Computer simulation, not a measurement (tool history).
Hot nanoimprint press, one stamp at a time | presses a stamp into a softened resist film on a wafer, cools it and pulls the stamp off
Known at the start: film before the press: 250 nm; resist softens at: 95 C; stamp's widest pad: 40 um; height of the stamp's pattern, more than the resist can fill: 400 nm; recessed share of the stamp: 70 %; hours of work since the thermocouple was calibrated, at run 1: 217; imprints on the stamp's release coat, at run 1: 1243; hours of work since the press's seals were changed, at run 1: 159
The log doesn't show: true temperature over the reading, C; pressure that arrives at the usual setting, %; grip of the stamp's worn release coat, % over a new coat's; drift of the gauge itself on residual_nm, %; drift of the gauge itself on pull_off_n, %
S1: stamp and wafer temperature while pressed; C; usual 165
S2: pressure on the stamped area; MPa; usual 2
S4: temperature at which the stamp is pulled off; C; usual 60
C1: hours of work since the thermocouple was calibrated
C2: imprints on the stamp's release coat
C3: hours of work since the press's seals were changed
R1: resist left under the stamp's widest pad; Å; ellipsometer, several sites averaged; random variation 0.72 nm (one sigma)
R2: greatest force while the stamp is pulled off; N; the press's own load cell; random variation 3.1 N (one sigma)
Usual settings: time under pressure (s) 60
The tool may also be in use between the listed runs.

Run 1, hour 0: usual settings; C1 217; C2 1243; C3 159. Result: R1 1527 Å, R2 205 N.
Run 2, hour 9.1: usual settings but S1 163 C; C1 221; C2 1257; C3 163. Result: R1 1599 Å, R2 204 N.
Run 3, hour 16.6: usual settings but S1 163 C; C1 224; C2 1268; C3 166. Result: R1 1586 Å, R2 212 N.
Run 4, hour 20.7: usual settings; C1 226; C2 1275; C3 167. Result: R1 1526 Å, R2 205 N.
Run 5, hour 28.3: usual settings but S2 1.32 MPa; C1 229; C2 1286; C3 171. Result: R1 1798 Å, R2 202 N.
Run 6, hour 34.3: usual settings but S2 1.32 MPa; C1 231; C2 1295; C3 173. Result: R1 1815 Å, R2 208 N.
Run 7, hour 40.7: usual settings; C1 234; C2 1305; C3 176. Result: R1 1525 Å, R2 204 N.
Run 8, hour 46: usual settings; C1 236; C2 1313; C3 178. Result: R1 1523 Å, R2 214 N.
Run 9, hour 51.5: usual settings; C1 238; C2 1322; C3 180. Result: R1 1520 Å, R2 207 N.
Run 10, hour 58.4: usual settings; C1 241; C2 1332; C3 183. Result: R1 1531 Å, R2 208 N.
Run 11, hour 62.8: usual settings; C1 243; C2 1339; C3 185. Result: R1 1529 Å, R2 205 N.
Run 12, hour 68.6: usual settings; C1 246; C2 1348; C3 187. Result: R1 1520 Å, R2 208 N.
Run 13, hour 75.5: usual settings; C1 248; C2 1358; C3 190. Result: R1 1535 Å, R2 209 N.
At hour 84.8: stamp cleaned and given a new release coat.
Run 14, hour 86.1: usual settings but S4 47 C; C1 250; C2 2; C3 192. Result: R1 1538 Å, R2 205 N.

Run 15 comes next. What will it give?
Run 15, hour 91: usual settings but S4 47 C; C1 252; C2 10; C3 194. Result: R1 ?, R2 ?.

{"run 15": {"R1": 1523, "R2": 195}}
Without the tool's hidden state the same run would have given R1 1481 Å, R2 191 N.
